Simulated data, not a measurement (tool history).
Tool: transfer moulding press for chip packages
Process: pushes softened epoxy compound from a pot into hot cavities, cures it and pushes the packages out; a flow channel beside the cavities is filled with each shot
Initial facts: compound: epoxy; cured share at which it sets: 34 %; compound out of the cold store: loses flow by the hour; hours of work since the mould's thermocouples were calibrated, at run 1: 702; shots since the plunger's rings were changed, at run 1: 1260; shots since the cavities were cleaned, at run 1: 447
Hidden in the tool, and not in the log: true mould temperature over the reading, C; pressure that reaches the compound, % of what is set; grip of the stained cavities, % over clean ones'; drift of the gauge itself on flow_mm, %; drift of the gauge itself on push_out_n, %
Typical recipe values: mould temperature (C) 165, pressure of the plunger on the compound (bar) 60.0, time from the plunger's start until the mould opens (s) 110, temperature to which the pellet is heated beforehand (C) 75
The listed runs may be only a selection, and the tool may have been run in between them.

run	hour	mould temperature (C)	pressure of the plunger on the compound (bar)	time from the plunger's start until the mould opens (s)	temperature to which the pellet is heated beforehand (C)	hours of work since the mould's thermocouples were calibrated	shots since the plunger's rings were changed	shots since the cavities were cleaned	incoming compound's hours out of the cold store	length that the compound runs in the flow channel (mm)	greatest force on the pins that push the packages out (N)
1	0.0	165	60.0	110	75	702	1260	447	46.8	620	398
# hour 7.6: cavities cleaned with cleaning compound and waxed
2	37.9	165	60.0	110	73	721	1559	249	23.3	648	414
# hour 70.6: cavities cleaned with cleaning compound and waxed
3	90.0	165	60.0	110	73	748	1974	159	17.5	659	415
# hour 128.8: cavities cleaned with cleaning compound and waxed
# hour 135.1: mould's thermocouples calibrated
4	154.0	165	60.0	110	73	10	2471	191	43.0	621	408
# hour 193.1: cavities cleaned with cleaning compound and waxed
5	203.3	172	60.0	110	73	35	2864	84	31.7	628	363
6	234.9	172	60.0	110	73	51	3123	343	44.9	608	383
# hour 254.4: cavities cleaned with cleaning compound and waxed
7	288.9	172	60.0	110	73	79	3555	284	25.3	635	356
# hour 318.1: cavities cleaned with cleaning compound and waxed
8	349.2	172	52.0	110	73	109	4038	256	35.9	579	376
# hour 376.3: cavities cleaned with cleaning compound and waxed
# hour 395.9: plunger's sealing rings changed
9	406.1	170	61.6	134	74	137	83	223	21.6	650	361
# hour 439.8: cavities cleaned with cleaning compound and waxed
10	456.7	170	61.6	134	74	162	487	139	15.5	661	350
# hour 501.3: cavities cleaned with cleaning compound and waxed
11	520.0	169	70.5	107	84	195	994	153	37.4	675	372
# hour 559.5: cavities cleaned with cleaning compound and waxed
12	559.5	160	60.0	110	75	214	1306	0	10.9	682	503
13	592.3	160	60.0	110	75	231	1576	270	27.5	657	501
# hour 620.4: cavities cleaned with cleaning compound and waxed
14	646.6	166	45.1	132	80	259	2009	215	43.6	540	376
# hour 680.0: cavities cleaned with cleaning compound and waxed
15	709.6	166	74.6	132	75	291	2514	243	19.0	730	356
# hour 741.9: cavities cleaned with cleaning compound and waxed
16	757.7	162	74.6	103	75	315	2896	129	11.4	749	511

5 options for the next run, each taken on its own from the tool as it stands now. Forecast them:
# hour 800.9: cavities cleaned with cleaning compound and waxed
A	807.3	165	67.8	110	75	340	3292	53	37.9	?	?
# hour 800.9: cavities cleaned with cleaning compound and waxed
B	807.3	160	74.6	103	66	340	3292	53	27.5	?	?
# hour 800.9: cavities cleaned with cleaning compound and waxed
C	807.3	162	46.2	103	75	340	3292	53	27.8	?	?
# hour 800.9: cavities cleaned with cleaning compound and waxed
D	807.3	171	74.2	134	75	340	3292	53	18.3	?	?
# hour 800.9: cavities cleaned with cleaning compound and waxed
E	807.3	165	60.0	139	71	340	3292	53	44.8	?	?

run	length that the compound runs in the flow channel (mm)	greatest force on the pins that push the packages out (N)
A	672	407
B	729	586
C	570	490
D	716	360
E	623	357
Stripped of hidden state, with their random variation kept, the same runs would have yielded:
run	length that the compound runs in the flow channel (mm)	greatest force on the pins that push the packages out (N)
A	672	405
B	730	585
C	570	489
D	717	359
E	623	356
